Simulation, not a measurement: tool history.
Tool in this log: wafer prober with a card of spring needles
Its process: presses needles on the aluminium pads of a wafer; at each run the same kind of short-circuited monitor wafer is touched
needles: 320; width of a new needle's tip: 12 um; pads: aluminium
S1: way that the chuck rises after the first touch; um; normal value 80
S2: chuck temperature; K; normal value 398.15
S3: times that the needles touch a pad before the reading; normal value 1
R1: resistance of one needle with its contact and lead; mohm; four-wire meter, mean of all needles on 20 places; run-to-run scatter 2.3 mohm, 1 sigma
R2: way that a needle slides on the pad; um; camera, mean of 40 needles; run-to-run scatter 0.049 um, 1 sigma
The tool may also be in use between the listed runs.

run 1 hour=0.0 | S1=80 S2=398.15 S3=1 | R1=282 R2=21.30
run 2 hour=5.4 | S1=81 S2=398.15 S3=1 | R1=300 R2=21.40
run 3 hour=14.0 | S1=81 S2=396.15 S3=1 | R1=305 R2=21.34
-- hour=21.0 tips cleaned on abrasive film
run 4 hour=24.9 | S1=80 S2=318.15 S3=1 | R1=261 R2=21.08
run 5 hour=33.7 | S1=80 S2=318.15 S3=1 | R1=282 R2=21.19
run 6 hour=39.0 | S1=80 S2=327.15 S3=1 | R1=297 R2=21.17
run 7 hour=45.7 | S1=80 S2=327.15 S3=1 | R1=299 R2=21.11
-- hour=47.4 tips cleaned on abrasive film
run 8 hour=57.8 | S1=80 S2=327.15 S3=1 | R1=290 R2=20.99
run 9 hour=66.0 | S1=80 S2=327.15 S3=1 | R1=297 R2=21.05
-- hour=73.9 tips cleaned on abrasive film
run 10 hour=77.7 | S1=80 S2=300.15 S3=1 | R1=262 R2=21.10
run 11 hour=84.2 | S1=80 S2=300.15 S3=1 | R1=281 R2=21.13
run 12 hour=95.8 | S1=80 S2=300.15 S3=1 | R1=292 R2=21.04
-- hour=100.8 tips cleaned on abrasive film
run 13 hour=105.6 | S1=80 S2=398.15 S3=1 | R1=287 R2=21.00
run 14 hour=117.3 | S1=80 S2=398.15 S3=1 | R1=307 R2=21.06
run 15 hour=122.7 | S1=80 S2=398.15 S3=1 | R1=307 R2=21.04
-- hour=127.4 tips cleaned on abrasive film
run 16 hour=134.3 | S1=80 S2=398.15 S3=1 | R1=289 R2=21.02
run 17 hour=143.9 | S1=80 S2=398.15 S3=1 | R1=309 R2=21.02
-- hour=154.0 tips cleaned on abrasive film
run 18 hour=155.6 | S1=96 S2=398.15 S3=1 | R1=266 R2=25.26
run 19 hour=166.2 | S1=96 S2=398.15 S3=1 | R1=296 R2=25.31
run 20 hour=171.7 | S1=96 S2=398.15 S3=1 | R1=302 R2=25.19
run 21 hour=177.4 | S1=62 S2=360.15 S3=1 | R1=336 R2=16.26
-- hour=180.7 tips cleaned on abrasive film
run 22 hour=182.5 | S1=62 S2=360.15 S3=1 | R1=269 R2=16.21
run 23 hour=190.6 | S1=99 S2=357.15 S3=1 | R1=281 R2=26.01
run 24 hour=195.9 | S1=99 S2=357.15 S3=1 | R1=288 R2=25.97
run 25 hour=204.1 | S1=65 S2=360.15 S3=1 | R1=325 R2=17.03
-- hour=207.7 tips cleaned on abrasive film
run 26 hour=209.7 | S1=98 S2=398.15 S3=1 | R1=270 R2=25.77
run 27 hour=214.5 | S1=98 S2=398.15 S3=1 | R1=286 R2=25.75
run 28 hour=221.0 | S1=98 S2=398.15 S3=1 | R1=293 R2=25.75
run 29 hour=232.3 | S1=80 S2=358.15 S3=1 | R1=305 R2=21.02
-- hour=234.7 tips cleaned on abrasive film
run 30 hour=238.9 | S1=78 S2=358.15 S3=1 | R1=276 R2=20.40
run 31 hour=246.3 | S1=80 S2=300.15 S3=2 | R1=263 R2=20.93
run 32 hour=253.8 | S1=65 S2=329.15 S3=2 | R1=285 R2=16.96
run 33 hour=259.2 | S1=65 S2=329.15 S3=2 | R1=289 R2=16.97
-- hour=261.9 tips cleaned on abrasive film
run 34 hour=270.9 | S1=90 S2=390.15 S3=2 | R1=274 R2=23.65
run 35 hour=279.3 | S1=90 S2=394.15 S3=1 | R1=300 R2=23.63
-- hour=288.8 tips cleaned on abrasive film
run 36 hour=288.8 | S1=90 S2=394.15 S3=1 | R1=255 R2=23.56

3 ways to go on from here, each from the tool as it stands after run 36. What would each give?
run A hour=299.1 | S1=80 S2=398.15 S3=2 | R1=? R2=?
run B hour=299.1 | S1=90 S2=323.15 S3=1 | R1=? R2=?
run C hour=299.1 | S1=62 S2=398.15 S3=2 | R1=? R2=?

run=A R1=278 R2=20.94
run=B R1=279 R2=23.58
run=C R1=299 R2=16.13
Without the tool's unlogged condition, the same runs would have read:
run=A R1=251 R2=21.26
run=B R1=236 R2=23.90
run=C R1=259 R2=16.45
